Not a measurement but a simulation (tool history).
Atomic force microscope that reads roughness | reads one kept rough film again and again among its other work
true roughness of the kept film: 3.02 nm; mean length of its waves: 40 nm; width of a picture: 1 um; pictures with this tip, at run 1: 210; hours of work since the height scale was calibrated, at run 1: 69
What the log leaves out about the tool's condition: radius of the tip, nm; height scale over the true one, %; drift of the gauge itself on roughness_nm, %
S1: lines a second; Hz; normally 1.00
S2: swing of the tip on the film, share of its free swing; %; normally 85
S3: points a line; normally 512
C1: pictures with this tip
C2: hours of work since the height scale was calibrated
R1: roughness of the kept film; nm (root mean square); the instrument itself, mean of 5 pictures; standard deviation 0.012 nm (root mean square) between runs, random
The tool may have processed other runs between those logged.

run 1 day=0.000 | S1=1.00 S2=85 S3=512 | C1=210 C2=69 | R1=2.333
run 2 day=0.612 | S1=1.00 S2=85 S3=512 | C1=223 C2=77 | R1=2.298
run 3 day=1.354 | S1=1.00 S2=85 S3=512 | C1=239 C2=87 | R1=2.273
run 4 day=1.992 | S1=1.00 S2=85 S3=512 | C1=252 C2=95 | R1=2.277
run 5 day=2.621 | S1=1.00 S2=85 S3=512 | C1=266 C2=104 | R1=2.231
run 6 day=3.292 | S1=1.00 S2=85 S3=512 | C1=280 C2=112 | R1=2.226
run 7 day=4.075 | S1=1.00 S2=85 S3=512 | C1=297 C2=123 | R1=2.207
run 8 day=4.812 | S1=1.00 S2=85 S3=512 | C1=313 C2=132 | R1=2.174
run 9 day=5.267 | S1=1.00 S2=85 S3=512 | C1=323 C2=138 | R1=2.161
run 10 day=5.821 | S1=1.00 S2=85 S3=512 | C1=335 C2=145 | R1=2.150
run 11 day=6.217 | S1=1.00 S2=85 S3=512 | C1=343 C2=150 | R1=2.137
-- day=6.321 height scale calibrated on a step standard
run 12 day=6.904 | S1=1.00 S2=57 S3=512 | C1=357 C2=8 | R1=2.183
run 13 day=7.350 | S1=3.54 S2=85 S3=512 | C1=367 C2=13 | R1=1.948
-- day=7.517 new tip fitted
run 14 day=7.821 | S1=3.54 S2=85 S3=512 | C1=6 C2=19 | R1=2.450
-- day=7.996 height scale calibrated on a step standard, once more
run 15 day=8.333 | S1=3.54 S2=85 S3=512 | C1=16 C2=4 | R1=2.428
run 16 day=8.738 | S1=3.54 S2=85 S3=471 | C1=25 C2=10 | R1=2.417
run 17 day=9.262 | S1=1.00 S2=85 S3=512 | C1=36 C2=17 | R1=2.611
run 18 day=9.804 | S1=1.00 S2=85 S3=379 | C1=48 C2=24 | R1=2.588
run 19 day=10.375 | S1=1.00 S2=85 S3=379 | C1=60 C2=31 | R1=2.569
run 20 day=10.871 | S1=1.00 S2=85 S3=379 | C1=71 C2=38 | R1=2.564
run 21 day=11.554 | S1=1.00 S2=57 S3=379 | C1=85 C2=46 | R1=2.592
run 22 day=12.125 | S1=2.53 S2=85 S3=418 | C1=98 C2=54 | R1=2.379
run 23 day=12.908 | S1=2.53 S2=85 S3=418 | C1=114 C2=64 | R1=2.350
run 24 day=13.450 | S1=2.53 S2=85 S3=418 | C1=126 C2=71 | R1=2.314
run 25 day=14.067 | S1=1.00 S2=59 S3=367 | C1=139 C2=79 | R1=2.507
run 26 day=14.746 | S1=2.19 S2=59 S3=367 | C1=154 C2=88 | R1=2.453
run 27 day=15.375 | S1=0.51 S2=59 S3=333 | C1=167 C2=96 | R1=2.471
run 28 day=15.767 | S1=0.51 S2=59 S3=333 | C1=176 C2=101 | R1=2.468
run 29 day=16.521 | S1=0.51 S2=59 S3=333 | C1=192 C2=111 | R1=2.435
run 30 day=17.158 | S1=0.84 S2=66 S3=512 | C1=206 C2=120 | R1=2.408
run 31 day=17.621 | S1=1.12 S2=90 S3=512 | C1=216 C2=126 | R1=2.314
run 32 day=18.179 | S1=1.12 S2=90 S3=512 | C1=228 C2=133 | R1=2.273
run 33 day=18.779 | S1=1.00 S2=71 S3=887 | C1=240 C2=141 | R1=2.338
run 34 day=19.242 | S1=1.78 S2=89 S3=344 | C1=250 C2=147 | R1=2.185
run 35 day=19.704 | S1=0.84 S2=57 S3=546 | C1=260 C2=153 | R1=2.327
run 36 day=20.196 | S1=1.00 S2=81 S3=800 | C1=271 C2=159 | R1=2.273
run 37 day=20.917 | S1=0.59 S2=85 S3=697 | C1=286 C2=169 | R1=2.269
run 38 day=21.567 | S1=0.59 S2=85 S3=697 | C1=300 C2=177 | R1=2.241

Expected results for the next run?
run 39 day=21.904 | S1=0.59 S2=81 S3=550 | C1=307 C2=182 | R1=?

{"run 39": {"R1": 2.233}}
Minus the tool's unlogged condition, the same run would have read R1 2.738 nm (root mean square).
